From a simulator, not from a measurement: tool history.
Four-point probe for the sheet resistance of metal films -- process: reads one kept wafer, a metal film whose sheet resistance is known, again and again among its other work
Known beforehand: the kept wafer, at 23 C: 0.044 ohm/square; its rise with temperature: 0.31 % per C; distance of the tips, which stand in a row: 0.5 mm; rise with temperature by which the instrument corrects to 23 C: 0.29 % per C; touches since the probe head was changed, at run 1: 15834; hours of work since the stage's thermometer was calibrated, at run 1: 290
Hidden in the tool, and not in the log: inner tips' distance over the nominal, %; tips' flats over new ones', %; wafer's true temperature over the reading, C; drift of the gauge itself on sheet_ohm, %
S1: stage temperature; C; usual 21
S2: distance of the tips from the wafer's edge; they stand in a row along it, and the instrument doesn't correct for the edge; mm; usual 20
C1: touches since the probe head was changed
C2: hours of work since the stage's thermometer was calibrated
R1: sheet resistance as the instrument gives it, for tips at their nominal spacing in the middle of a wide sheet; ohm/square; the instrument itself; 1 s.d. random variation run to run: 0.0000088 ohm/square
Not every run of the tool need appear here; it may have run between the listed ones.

run	hour	S1	S2	C1	C2	R1
1	0	21	20	15834	290	0.044082
2	16	21	20	16299	297	0.044078
3	29.9	21	20	16704	302	0.044073
4	47.4	21	20	17213	309	0.044091
5	64.5	21	20	17712	316	0.044096
6	73	21	20	17959	320	0.044069
7	81.3	21	20	18201	323	0.044077
8	99.3	21	20	18728	330	0.044065
9	116.7	21	20	19232	337	0.044074
10	126.6	21	20	19522	341	0.044094
11	144.6	21	20	20047	349	0.044096
12	157.1	21	20	20408	354	0.044091
13	174.7	30	20	20923	361	0.044164
14	188	18	20	21311	366	0.044067
15	201.4	18	11	21701	372	0.044111
16	217.8	18	11	22178	378	0.044115
17	232.5	18	38	22605	384	0.044079
18	239.8	21	38	22818	387	0.044098
19	251.5	27	10	23161	392	0.044201
20	261.9	26	14	23464	396	0.044139
21	275.7	26	14	23865	402	0.044157
# hour 277.5: stage's thermometer calibrated
22	288.8	26	14	24232	5	0.044154
23	300.1	34	43	24560	9	0.04418
24	312.9	34	43	24933	14	0.044193
# hour 318.8: stage's thermometer calibrated, once more
25	329.9	26	64	25416	5	0.044155
26	347.4	31	7	25924	12	0.04431
27	356.8	29	5	26198	15	0.044405
28	374.6	29	63	26715	23	0.044189
29	385.9	22	34	27046	27	0.044132
30	402.8	21	64	27537	34	0.044117
31	411.2	34	7	27782	37	0.044338
32	423.5	28	5	28141	42	0.044405
33	440.6	22	67	28640	49	0.04414
34	448.1	21	4	28857	52	0.044494

A few steps of R1 between consecutive runs. Split each: what settings, incoming material and random variation would produce without the hidden state, and what is left over for the hidden state, along with gauge scatter present in only one of the two compared results (measured, and without hidden state):
Run 12 -> 13: S1 21 -> 30. R1 +0.000073 ohm/square: hidden state +0.000003, all else +0.00007.
Run 21 -> 22: stage's thermometer calibrated. R1 -0.000003 ohm/square: hidden state -0.000004, all else +0.000001.
Run 24 -> 25: S1 34 -> 26, S2 43 -> 64, stage's thermometer calibrated, once more. R1 -0.000038 ohm/square: hidden state +0.000021, all else -0.000059.
Run 30 -> 31: S1 21 -> 34, S2 64 -> 7. R1 +0.000221 ohm/square: hidden state +0.000001, all else +0.00022.
Run 32 -> 33: S1 28 -> 22, S2 5 -> 67. R1 -0.000265 ohm/square: hidden state +0, all else -0.000265.
Run 33 -> 34: S1 22 -> 21, S2 67 -> 4. R1 +0.000354 ohm/square: hidden state +0.000002, all else +0.000352.
